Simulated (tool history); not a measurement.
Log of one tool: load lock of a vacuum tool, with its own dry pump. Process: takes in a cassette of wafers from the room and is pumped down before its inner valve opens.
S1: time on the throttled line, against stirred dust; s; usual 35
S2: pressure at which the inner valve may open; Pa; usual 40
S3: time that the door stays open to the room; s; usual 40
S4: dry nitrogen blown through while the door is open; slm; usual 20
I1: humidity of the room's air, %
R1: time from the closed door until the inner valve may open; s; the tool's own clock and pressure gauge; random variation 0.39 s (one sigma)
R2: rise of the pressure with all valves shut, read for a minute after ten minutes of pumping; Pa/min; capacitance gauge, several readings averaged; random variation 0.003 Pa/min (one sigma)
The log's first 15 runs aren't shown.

{"run": 16, "hour": 6714.7, "S1": 35, "S2": 31, "S3": 40, "S4": 20, "I1": 47.4, "R1": 74.2, "R2": 0.317}
{"run": 17, "hour": 7115.1, "S1": 59, "S2": 40, "S3": 40, "S4": 20, "I1": 42.5, "R1": 90.4, "R2": 0.339}
{"run": 18, "hour": 7527.2, "S1": 59, "S2": 40, "S3": 40, "S4": 20, "I1": 45.6, "R1": 90.4, "R2": 0.358}
{"run": 19, "hour": 7929.0, "S1": 22, "S2": 40, "S3": 71, "S4": 20, "I1": 44.5, "R1": 65.1, "R2": 0.389}
{"run": 20, "hour": 8171.8, "S1": 22, "S2": 40, "S3": 71, "S4": 20, "I1": 46.0, "R1": 65.4, "R2": 0.398}
{"run": 21, "hour": 8565.3, "S1": 22, "S2": 40, "S3": 159, "S4": 8, "I1": 45.5, "R1": 65.3, "R2": 0.461}
{"run": 22, "hour": 8910.4, "S1": 22, "S2": 73, "S3": 159, "S4": 13, "I1": 45.5, "R1": 61.4, "R2": 0.471}
{"run": 23, "hour": 9200.8, "S1": 34, "S2": 38, "S3": 159, "S4": 13, "I1": 43.7, "R1": 73.8, "R2": 0.493}
{"run": 24, "hour": 9603.4, "S1": 35, "S2": 40, "S3": 209, "S4": 4, "I1": 43.3, "R1": 74.4, "R2": 0.529}
{"run": 25, "hour": 10172.0, "S1": 35, "S2": 43, "S3": 76, "S4": 5, "I1": 44.2, "R1": 74.4, "R2": 0.516}
{"run": 26, "hour": 10465.2, "S1": 26, "S2": 36, "S3": 68, "S4": 32, "I1": 44.9, "R1": 69.5, "R2": 0.537}
{"hour": 10843.0, "done": "door's seal changed, seat wiped"}
{"run": 27, "hour": 10864.5, "S1": 35, "S2": 60, "S3": 40, "S4": 28, "I1": 48.3, "R1": 72.6, "R2": 0.02}
{"run": 28, "hour": 11144.5, "S1": 21, "S2": 38, "S3": 236, "S4": 17, "I1": 45.0, "R1": 65.6, "R2": 0.071}
{"run": 29, "hour": 11593.6, "S1": 21, "S2": 38, "S3": 236, "S4": 17, "I1": 43.6, "R1": 65.3, "R2": 0.084}
{"run": 30, "hour": 12002.3, "S1": 31, "S2": 38, "S3": 73, "S4": 17, "I1": 43.6, "R1": 73.1, "R2": 0.04}
{"run": 31, "hour": 12575.5, "S1": 31, "S2": 38, "S3": 73, "S4": 17, "I1": 46.1, "R1": 73.5, "R2": 0.057}
{"run": 32, "hour": 12835.5, "S1": 21, "S2": 40, "S3": 209, "S4": 20, "I1": 41.3, "R1": 66.3, "R2": 0.093}
{"run": 33, "hour": 13163.1, "S1": 36, "S2": 66, "S3": 219, "S4": 20, "I1": 46.9, "R1": 73.2, "R2": 0.104}
{"run": 34, "hour": 13539.8, "S1": 36, "S2": 33, "S3": 219, "S4": 12, "I1": 48.6, "R1": 77.3, "R2": 0.124}
{"run": 35, "hour": 14041.6, "S1": 40, "S2": 40, "S3": 40, "S4": 26, "I1": 43.2, "R1": 79.3, "R2": 0.075}
{"run": 36, "hour": 14578.8, "S1": 40, "S2": 40, "S3": 40, "S4": 26, "I1": 43.4, "R1": 80.3, "R2": 0.09}

3 ways to go on from here, each from the tool as it stands after run 36. What would each give?
{"run": "A", "hour": 15084.7, "S1": 29, "S2": 77, "S3": 137, "S4": 26, "I1": 44.8, "R1": "?", "R2": "?"}
{"run": "B", "hour": 15084.7, "S1": 35, "S2": 70, "S3": 40, "S4": 20, "I1": 48.2, "R1": "?", "R2": "?"}
{"run": "C", "hour": 15084.7, "S1": 27, "S2": 40, "S3": 40, "S4": 20, "I1": 43.0, "R1": "?", "R2": "?"}

run=A R1=68.2 R2=0.123
run=B R1=73.9 R2=0.103
run=C R1=70.5 R2=0.107
Without the tool's hidden state the same runs would have given:
run=A R1=62.2 R2=0.039
run=B R1=68.0 R2=0.019
run=C R1=63.7 R2=0.023
